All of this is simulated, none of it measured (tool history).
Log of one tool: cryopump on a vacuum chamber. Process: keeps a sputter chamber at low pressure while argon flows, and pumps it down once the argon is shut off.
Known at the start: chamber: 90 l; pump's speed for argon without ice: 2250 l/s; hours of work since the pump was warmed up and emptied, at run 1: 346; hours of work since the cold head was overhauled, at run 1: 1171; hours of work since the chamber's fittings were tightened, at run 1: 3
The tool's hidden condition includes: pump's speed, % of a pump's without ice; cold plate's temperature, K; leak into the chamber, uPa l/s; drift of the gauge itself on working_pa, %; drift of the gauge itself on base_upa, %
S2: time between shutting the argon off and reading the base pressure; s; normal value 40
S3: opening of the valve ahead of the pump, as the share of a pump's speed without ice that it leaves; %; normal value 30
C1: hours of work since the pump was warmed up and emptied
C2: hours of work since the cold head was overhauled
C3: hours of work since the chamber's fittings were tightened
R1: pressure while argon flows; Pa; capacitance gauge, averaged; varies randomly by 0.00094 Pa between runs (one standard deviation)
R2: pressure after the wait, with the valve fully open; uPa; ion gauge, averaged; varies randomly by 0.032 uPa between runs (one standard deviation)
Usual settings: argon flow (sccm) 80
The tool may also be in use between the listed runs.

{"run": 1, "day": 0.0, "argon flow (sccm)": 80, "S2": 40, "S3": 30, "C1": 346, "C2": 1171, "C3": 3, "R1": 0.2036, "R2": 1.72}
{"run": 2, "day": 2.862, "argon flow (sccm)": 80, "S2": 40, "S3": 30, "C1": 377, "C2": 1202, "C3": 34, "R1": 0.205, "R2": 1.72}
{"run": 3, "day": 5.704, "argon flow (sccm)": 80, "S2": 40, "S3": 49, "C1": 408, "C2": 1233, "C3": 65, "R1": 0.1269, "R2": 1.7}
{"run": 4, "day": 7.908, "argon flow (sccm)": 80, "S2": 40, "S3": 49, "C1": 433, "C2": 1257, "C3": 89, "R1": 0.1281, "R2": 1.76}
{"run": 5, "day": 10.175, "argon flow (sccm)": 80, "S2": 40, "S3": 49, "C1": 457, "C2": 1282, "C3": 114, "R1": 0.1292, "R2": 1.79}
{"run": 6, "day": 12.604, "argon flow (sccm)": 80, "S2": 40, "S3": 30, "C1": 484, "C2": 1308, "C3": 140, "R1": 0.2053, "R2": 1.73}
{"run": 7, "day": 15.433, "argon flow (sccm)": 59, "S2": 40, "S3": 30, "C1": 515, "C2": 1339, "C3": 171, "R1": 0.1538, "R2": 1.81}
{"run": 8, "day": 17.442, "argon flow (sccm)": 59, "S2": 40, "S3": 30, "C1": 537, "C2": 1361, "C3": 193, "R1": 0.1528, "R2": 1.85}
{"run": 9, "day": 19.567, "argon flow (sccm)": 59, "S2": 40, "S3": 30, "C1": 560, "C2": 1384, "C3": 216, "R1": 0.1523, "R2": 1.78}
{"run": 10, "day": 21.321, "argon flow (sccm)": 59, "S2": 40, "S3": 30, "C1": 579, "C2": 1404, "C3": 236, "R1": 0.1521, "R2": 1.87}
{"run": 11, "day": 22.967, "argon flow (sccm)": 59, "S2": 40, "S3": 30, "C1": 597, "C2": 1422, "C3": 254, "R1": 0.1543, "R2": 1.82}
{"run": 12, "day": 25.358, "argon flow (sccm)": 80, "S2": 40, "S3": 30, "C1": 623, "C2": 1448, "C3": 280, "R1": 0.2078, "R2": 1.82}
{"run": 13, "day": 28.279, "argon flow (sccm)": 80, "S2": 40, "S3": 30, "C1": 655, "C2": 1480, "C3": 312, "R1": 0.2066, "R2": 1.86}
{"run": 14, "day": 29.933, "argon flow (sccm)": 80, "S2": 49, "S3": 30, "C1": 673, "C2": 1498, "C3": 330, "R1": 0.2071, "R2": 1.58}
{"run": 15, "day": 32.229, "argon flow (sccm)": 80, "S2": 49, "S3": 39, "C1": 698, "C2": 1523, "C3": 355, "R1": 0.1618, "R2": 1.66}
{"run": 16, "day": 34.067, "argon flow (sccm)": 80, "S2": 40, "S3": 30, "C1": 718, "C2": 1543, "C3": 375, "R1": 0.2095, "R2": 1.98}
{"run": 17, "day": 36.233, "argon flow (sccm)": 80, "S2": 40, "S3": 30, "C1": 742, "C2": 1566, "C3": 398, "R1": 0.2073, "R2": 1.94}
{"run": 18, "day": 38.054, "argon flow (sccm)": 80, "S2": 40, "S3": 30, "C1": 762, "C2": 1586, "C3": 418, "R1": 0.2086, "R2": 2.02}
{"run": 19, "day": 39.446, "argon flow (sccm)": 160, "S2": 40, "S3": 37, "C1": 777, "C2": 1601, "C3": 433, "R1": 0.3418, "R2": 2.02}
{"run": 20, "day": 42.079, "argon flow (sccm)": 160, "S2": 40, "S3": 37, "C1": 806, "C2": 1630, "C3": 462, "R1": 0.3422, "R2": 1.99}
{"day": 43.321, "done": "pump warmed up, emptied and cooled again"}
{"run": 21, "day": 45.125, "argon flow (sccm)": 62, "S2": 151, "S3": 28, "C1": 20, "C2": 1661, "C3": 493, "R1": 0.1666, "R2": 0.85}
{"run": 22, "day": 46.704, "argon flow (sccm)": 155, "S2": 149, "S3": 28, "C1": 37, "C2": 1678, "C3": 510, "R1": 0.4198, "R2": 0.83}
{"run": 23, "day": 49.342, "argon flow (sccm)": 155, "S2": 156, "S3": 58, "C1": 66, "C2": 1707, "C3": 539, "R1": 0.2032, "R2": 0.91}
{"run": 24, "day": 50.667, "argon flow (sccm)": 105, "S2": 152, "S3": 32, "C1": 80, "C2": 1722, "C3": 554, "R1": 0.2487, "R2": 0.87}
{"run": 25, "day": 52.55, "argon flow (sccm)": 34, "S2": 103, "S3": 38, "C1": 101, "C2": 1742, "C3": 574, "R1": 0.0679, "R2": 1.08}
{"run": 26, "day": 54.529, "argon flow (sccm)": 80, "S2": 254, "S3": 30, "C1": 122, "C2": 1764, "C3": 596, "R1": 0.2035, "R2": 0.73}
{"run": 27, "day": 56.138, "argon flow (sccm)": 149, "S2": 50, "S3": 32, "C1": 140, "C2": 1781, "C3": 613, "R1": 0.3555, "R2": 1.73}
{"run": 28, "day": 57.7, "argon flow (sccm)": 80, "S2": 166, "S3": 30, "C1": 157, "C2": 1799, "C3": 630, "R1": 0.2033, "R2": 0.94}
{"run": 29, "day": 59.625, "argon flow (sccm)": 115, "S2": 53, "S3": 30, "C1": 178, "C2": 1820, "C3": 651, "R1": 0.2909, "R2": 1.7}
{"run": 30, "day": 62.775, "argon flow (sccm)": 115, "S2": 53, "S3": 30, "C1": 212, "C2": 1854, "C3": 686, "R1": 0.2919, "R2": 1.73}
{"run": 31, "day": 65.908, "argon flow (sccm)": 84, "S2": 42, "S3": 30, "C1": 247, "C2": 1888, "C3": 720, "R1": 0.2128, "R2": 2.03}
{"run": 32, "day": 69.033, "argon flow (sccm)": 151, "S2": 112, "S3": 55, "C1": 281, "C2": 1922, "C3": 754, "R1": 0.2135, "R2": 1.18}
{"run": 33, "day": 71.296, "argon flow (sccm)": 83, "S2": 40, "S3": 30, "C1": 305, "C2": 1947, "C3": 779, "R1": 0.213, "R2": 2.23}

Entry by entry between the runs, the difference in hidden state between the last listed run before and the first listed run after:
Between runs 20 and 21: pump warmed up, emptied and cooled again (day 43.321)
  pump's speed, % of a pump's without ice: 87.3 -> 99.3; cold plate's temperature, K: 12.75 -> 12.76; leak into the chamber, uPa l/s: 957 -> 995
  measured value less the no-hidden-state value, R1: +0.0195 -> +0.0011 Pa; R2: +0.36 -> +0.32 uPa

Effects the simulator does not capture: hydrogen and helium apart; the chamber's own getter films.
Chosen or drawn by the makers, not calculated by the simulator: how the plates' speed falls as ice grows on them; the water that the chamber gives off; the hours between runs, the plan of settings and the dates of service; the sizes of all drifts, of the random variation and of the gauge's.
